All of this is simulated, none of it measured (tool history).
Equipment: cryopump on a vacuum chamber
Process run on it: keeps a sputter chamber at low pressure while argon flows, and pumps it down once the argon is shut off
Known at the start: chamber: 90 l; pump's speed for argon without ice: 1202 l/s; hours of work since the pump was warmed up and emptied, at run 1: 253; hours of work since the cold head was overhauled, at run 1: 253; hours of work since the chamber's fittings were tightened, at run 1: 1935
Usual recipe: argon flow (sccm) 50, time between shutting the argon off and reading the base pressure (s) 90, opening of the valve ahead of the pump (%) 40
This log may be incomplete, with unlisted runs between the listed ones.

run	day	argon flow (sccm)	time between shutting the argon off and reading the base pressure (s)	opening of the valve ahead of the pump (%)	hours of work since the pump was warmed up and emptied	hours of work since the cold head was overhauled	hours of work since the chamber's fittings were tightened	pressure while argon flows (Pa)	pressure after the wait (uPa)
1	0	50	90	40	253	253	1935	0.1841	2.05
2	0.933	50	90	35	262	262	1945	0.2092	2.05
3	1.875	50	90	35	272	272	1954	0.2072	2.11
4	2.667	50	90	35	280	280	1962	0.2093	2.1
5	3.742	50	90	35	291	291	1973	0.2093	2.08
6	4.408	81	90	40	298	298	1980	0.3014	2.12
7	5.258	50	87	40	306	306	1989	0.1864	2.11
8	5.95	50	87	40	313	313	1996	0.1856	2.16
9	6.788	96	90	40	322	322	2004	0.3578	2.22
10	7.688	96	90	40	331	331	2013	0.3573	2.15
11	9.054	96	90	40	345	345	2027	0.3588	2.17
12	10.088	83	90	40	356	356	2038	0.3123	2.26
13	10.696	83	90	40	362	362	2044	0.3091	2.25
14	11.429	50	90	40	369	369	2052	0.1882	2.23
15	12.45	50	90	40	380	380	2062	0.1877	2.27
16	13.733	50	90	40	393	393	2075	0.187	2.27
17	14.629	50	90	40	402	402	2084	0.1897	2.32
18	15.567	45	55	31	411	411	2094	0.2169	2.48
19	16.821	84	255	40	424	424	2106	0.3192	2.19
20	17.642	84	255	40	432	432	2115	0.3176	2.16
21	18.354	64	33	35	440	440	2122	0.2751	2.93
22	19.329	46	47	37	450	450	2132	0.1875	2.76
23	20.033	22	90	34	457	457	2139	0.0979	2.38
24	21.025	37	28	15	467	467	2149	0.3564	3.08
25	21.754	37	28	15	474	474	2157	0.3593	3.15
26	22.446	89	21	40	481	481	2164	0.3431	3.55
27	23.104	78	58	21	488	488	2170	0.5519	2.64
28	23.912	28	130	15	496	496	2178	0.2734	2.38
29	24.508	28	130	15	502	502	2185	0.2728	2.37
30	25.221	21	48	21	509	509	2192	0.1482	2.84
31	25.842	33	112	40	516	516	2198	0.1277	2.43
32	26.588	50	82	40	523	523	2206	0.1961	2.54
33	27.533	50	82	34	533	533	2215	0.2246	2.55

Predict each of these 4 candidate next runs independently; none follows another, all start after run 33:
A	28.738	69	229	52	545	545	2228	?	?
B	28.738	20	146	16	545	545	2228	?	?
C	28.738	58	69	45	545	545	2228	?	?
D	28.738	28	82	34	545	545	2228	?	?

run	pressure while argon flows (Pa)	pressure after the wait (uPa)
A	0.2139	2.32
B	0.1845	2.43
C	0.2041	2.66
D	0.1261	2.63
Stripped of hidden state, with their random variation kept, the same runs would have yielded:
run	pressure while argon flows (Pa)	pressure after the wait (uPa)
A	0.187	0.35
B	0.1767	0.46
C	0.1815	0.65
D	0.1152	0.63
